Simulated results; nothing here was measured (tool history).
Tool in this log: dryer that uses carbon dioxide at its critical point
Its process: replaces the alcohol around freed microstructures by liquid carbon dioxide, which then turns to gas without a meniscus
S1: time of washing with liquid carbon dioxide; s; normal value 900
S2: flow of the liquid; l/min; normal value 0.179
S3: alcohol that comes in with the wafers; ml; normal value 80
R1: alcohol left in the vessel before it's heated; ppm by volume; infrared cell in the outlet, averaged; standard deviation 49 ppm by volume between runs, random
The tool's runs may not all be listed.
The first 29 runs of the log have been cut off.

Run 30, hour 208.1: usual settings but S1 720 s, S2 0.242 l/min, S3 47 ml. Result: R1 1420 ppm by volume.
Run 31, hour 214.2: usual settings but S1 1200 s, S2 0.293 l/min, S3 78 ml. Result: R1 50 ppm by volume.
Run 32, hour 220.4: usual settings but S2 0.197 l/min, S3 90 ml. Result: R1 2688 ppm by volume.
Run 33, hour 226.6: usual settings but S2 0.197 l/min, S3 34 ml. Result: R1 1043 ppm by volume.
Run 34, hour 233.4: usual settings but S1 660 s, S2 0.154 l/min, S3 29 ml. Result: R1 5446 ppm by volume.
Run 35, hour 240.8: usual settings but S1 660 s, S2 0.154 l/min, S3 29 ml. Result: R1 5523 ppm by volume.
Run 36, hour 245.5: usual settings but S1 1200 s, S2 0.159 l/min, S3 54 ml. Result: R1 1304 ppm by volume.
Run 37, hour 252: usual settings but S1 1200 s, S2 0.159 l/min, S3 54 ml. Result: R1 1338 ppm by volume.
Run 38, hour 262.5: usual settings but S1 1140 s, S2 0.163 l/min, S3 92 ml. Result: R1 2557 ppm by volume.
Run 39, hour 266.9: usual settings but S1 1140 s, S2 0.163 l/min, S3 92 ml. Result: R1 2514 ppm by volume.

Expected results for the next run?
Run 40, hour 272.1: usual settings but S1 1380 s, S2 0.165 l/min, S3 61 ml. Result: R1 ?.

Run 40 came out at R1 667 ppm by volume.
If the tool had no hidden condition, the same run with the same run-to-run variation would have returned R1 503 ppm by volume.
